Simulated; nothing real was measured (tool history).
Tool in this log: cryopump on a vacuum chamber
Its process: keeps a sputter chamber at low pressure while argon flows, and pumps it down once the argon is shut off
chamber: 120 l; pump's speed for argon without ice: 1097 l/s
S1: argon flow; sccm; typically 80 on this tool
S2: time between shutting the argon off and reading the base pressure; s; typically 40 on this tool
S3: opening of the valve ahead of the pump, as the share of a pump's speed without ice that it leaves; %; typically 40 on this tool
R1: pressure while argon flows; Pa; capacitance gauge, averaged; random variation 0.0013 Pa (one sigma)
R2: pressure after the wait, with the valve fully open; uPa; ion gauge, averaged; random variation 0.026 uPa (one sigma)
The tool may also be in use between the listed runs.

run     day   S1   S2  S3      R1    R2
  1   0.000   80   40  40  0.3123  3.07
  2   1.233   80   40  40  0.3153  3.13
  3   2.796   63   40  40  0.2490  3.22
  4   3.996   63   40  40  0.2516  3.36
  5   5.512  103   40  40  0.4127  3.39
  6   7.062  103   40  40  0.4197  3.39
  7   8.192  103   40  40  0.4204  3.56
      8.588  -- leaking fittings of the chamber tightened, without venting
  8  10.125   80   40  40  0.3309  1.24
  9  12.238   47   40  23  0.3309  1.28
 10  14.346  126   43  40  0.5332  1.37
 11  15.729  126   43  40  0.5403  1.39
 12  17.304  123  112  40  0.5309  1.00
 13  19.317  123  112  40  0.5409  1.08
 14  21.429  123  112  40  0.5450  1.21
     21.833  -- pump warmed up, emptied and cooled again
 15  23.612  123  112  40  0.4781  0.99

Predict each of these 3 candidate next runs independently; none follows another, all start after run 15:
  A  25.621   80   40  45   ?   ?
  B  25.621   84   54  17   ?   ?
  C  25.621  123  138  40   ?   ?

run      R1    R2
  A  0.2823  1.65
  B  0.7693  1.39
  C  0.4859  1.09
Stripped of hidden state, with their random variation kept, the same runs would have yielded:
run      R1    R2
  A  0.2750  1.08
  B  0.7616  0.84
  C  0.4747  0.54
